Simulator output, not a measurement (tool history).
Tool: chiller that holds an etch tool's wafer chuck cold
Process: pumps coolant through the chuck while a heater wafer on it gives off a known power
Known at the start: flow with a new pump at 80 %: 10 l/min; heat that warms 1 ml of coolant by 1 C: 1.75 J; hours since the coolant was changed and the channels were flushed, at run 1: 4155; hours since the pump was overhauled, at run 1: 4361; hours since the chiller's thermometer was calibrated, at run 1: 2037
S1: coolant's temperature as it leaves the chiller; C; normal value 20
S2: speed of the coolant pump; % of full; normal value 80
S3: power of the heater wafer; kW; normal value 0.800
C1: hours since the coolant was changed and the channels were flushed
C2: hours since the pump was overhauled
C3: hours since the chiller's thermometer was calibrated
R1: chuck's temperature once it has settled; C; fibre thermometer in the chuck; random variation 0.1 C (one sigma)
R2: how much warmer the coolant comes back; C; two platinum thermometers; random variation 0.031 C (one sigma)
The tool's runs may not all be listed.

Run 1, hour 0.0: usual settings; C1 4155; C2 4361; C3 2037. Result: R1 27.3 C, R2 2.92 C.
At hour 76.9: chiller's thermometer calibrated.
Run 2, hour 150.3: usual settings; C1 4304; C2 4510; C3 73. Result: R1 27.4 C, R2 2.91 C.
Run 3, hour 280.0: usual settings; C1 4434; C2 4640; C3 203. Result: R1 27.6 C, R2 2.93 C.
Run 4, hour 388.6: usual settings; C1 4542; C2 4749; C3 312. Result: R1 27.3 C, R2 2.93 C.
Run 5, hour 497.8: usual settings but S2 89 % of full; C1 4651; C2 4858; C3 421. Result: R1 26.8 C, R2 2.56 C.
Run 6, hour 613.7: usual settings but S2 89 % of full; C1 4767; C2 4974; C3 537. Result: R1 26.8 C, R2 2.61 C.
Run 7, hour 696.4: usual settings; C1 4850; C2 5056; C3 620. Result: R1 27.5 C, R2 2.90 C.
Run 8, hour 773.0: usual settings; C1 4927; C2 5133; C3 696. Result: R1 27.5 C, R2 2.93 C.
Run 9, hour 839.5: usual settings; C1 4993; C2 5200; C3 763. Result: R1 27.5 C, R2 2.93 C.
Run 10, hour 911.8: usual settings but S2 99 % of full; C1 5065; C2 5272; C3 835. Result: R1 26.3 C, R2 2.36 C.
Run 11, hour 1005.7: usual settings; C1 5159; C2 5366; C3 929. Result: R1 27.6 C, R2 2.87 C.
Run 12, hour 1131.0: usual settings; C1 5285; C2 5491; C3 1054. Result: R1 27.6 C, R2 2.91 C.
Run 13, hour 1260.2: usual settings; C1 5414; C2 5620; C3 1183. Result: R1 27.5 C, R2 2.94 C.
Run 14, hour 1380.9: usual settings; C1 5534; C2 5741; C3 1304. Result: R1 27.5 C, R2 2.96 C.
Run 15, hour 1492.9: usual settings; C1 5647; C2 5853; C3 1416. Result: R1 27.7 C, R2 2.93 C.
Run 16, hour 1580.2: usual settings but S1 14 C; C1 5734; C2 5940; C3 1503. Result: R1 21.6 C, R2 2.94 C.
Run 17, hour 1695.5: usual settings but S1 28 C, S2 85 % of full; C1 5849; C2 6056; C3 1619. Result: R1 35.2 C, R2 2.72 C.
Run 18, hour 1814.7: usual settings but S1 17 C, S3 0.731 kW; C1 5968; C2 6175; C3 1738. Result: R1 24.0 C, R2 2.68 C.
Run 19, hour 1880.9: usual settings but S1 15 C, S2 67 % of full, S3 0.512 kW; C1 6034; C2 6241; C3 1804. Result: R1 20.6 C, R2 2.29 C.
Run 20, hour 1982.2: usual settings but S1 23 C, S3 0.633 kW; C1 6136; C2 6342; C3 1905. Result: R1 29.0 C, R2 2.36 C.
Run 21, hour 2111.9: usual settings but S2 82 % of full, S3 0.601 kW; C1 6266; C2 6472; C3 2035. Result: R1 25.4 C, R2 2.13 C.
At hour 2156.7: coolant changed, channels flushed.
At hour 2196.3: chiller's thermometer calibrated.
Run 22, hour 2262.9: usual settings but S1 12 C, S2 66 % of full, S3 1.146 kW; C1 105; C2 6616; C3 67. Result: R1 23.6 C, R2 5.16 C.
Run 23, hour 2341.0: usual settings but S2 92 % of full, S3 0.961 kW; C1 183; C2 6694; C3 145. Result: R1 27.5 C, R2 3.08 C.
Run 24, hour 2424.9: usual settings but S1 28 C, S2 62 % of full, S3 0.578 kW; C1 267; C2 6778; C3 229. Result: R1 34.2 C, R2 2.82 C.
Run 25, hour 2530.0: usual settings but S1 23 C, S2 88 % of full, S3 0.987 kW; C1 372; C2 6883; C3 334. Result: R1 31.1 C, R2 3.29 C.
Run 26, hour 2614.9: usual settings but S1 13 C, S2 62 % of full, S3 0.726 kW; C1 457; C2 6968; C3 419. Result: R1 20.9 C, R2 3.49 C.
Run 27, hour 2714.5: usual settings but S1 26 C, S2 74 % of full, S3 0.883 kW; C1 557; C2 7068; C3 518. Result: R1 34.1 C, R2 3.57 C.
Run 28, hour 2793.7: usual settings but S1 11 C, S2 65 % of full, S3 0.623 kW; C1 636; C2 7147; C3 597. Result: R1 17.5 C, R2 2.90 C.
Run 29, hour 2941.5: usual settings but S1 19 C, S2 67 % of full, S3 0.887 kW; C1 784; C2 7295; C3 745. Result: R1 28.1 C, R2 3.93 C.
Run 30, hour 3066.6: usual settings but S1 13 C, S2 96 % of full, S3 0.631 kW; C1 909; C2 7420; C3 870. Result: R1 17.7 C, R2 1.96 C.
Run 31, hour 3156.1: usual settings but S2 69 % of full, S3 1.171 kW; C1 998; C2 7509; C3 960. Result: R1 31.8 C, R2 5.16 C.
Run 32, hour 3237.0: usual settings but S1 19 C, S2 69 % of full, S3 0.857 kW; C1 1079; C2 7590; C3 1041. Result: R1 27.5 C, R2 3.71 C.

For each entry between runs, how does the tool's hidden state at the last listed run before it compare with that at the first listed run after it?
Between runs 1 and 2: chiller's thermometer calibrated (hour 76.9)
  heat passed by the chuck's channels, % of clean ones': 88.8 -> 88.4; flow at a given pump speed, % of a new pump's: 95 -> 94.8; coolant's true temperature over the reading, C: -0.24 -> -0.04
  measured minus no-state result, R1: +0.6 -> +0.9 C; R2: +0.14 -> +0.15 C
Between runs 21 and 22: coolant changed, channels flushed (hour 2156.7); chiller's thermometer calibrated (hour 2196.3)
  heat passed by the chuck's channels, % of clean ones': 83.5 -> 99.1; flow at a given pump speed, % of a new pump's: 92.8 -> 92.7; coolant's true temperature over the reading, C: -0.3 -> 0.01
  measured minus no-state result, R1: +0.7 -> +0.8 C; R2: +0.15 -> +0.38 C
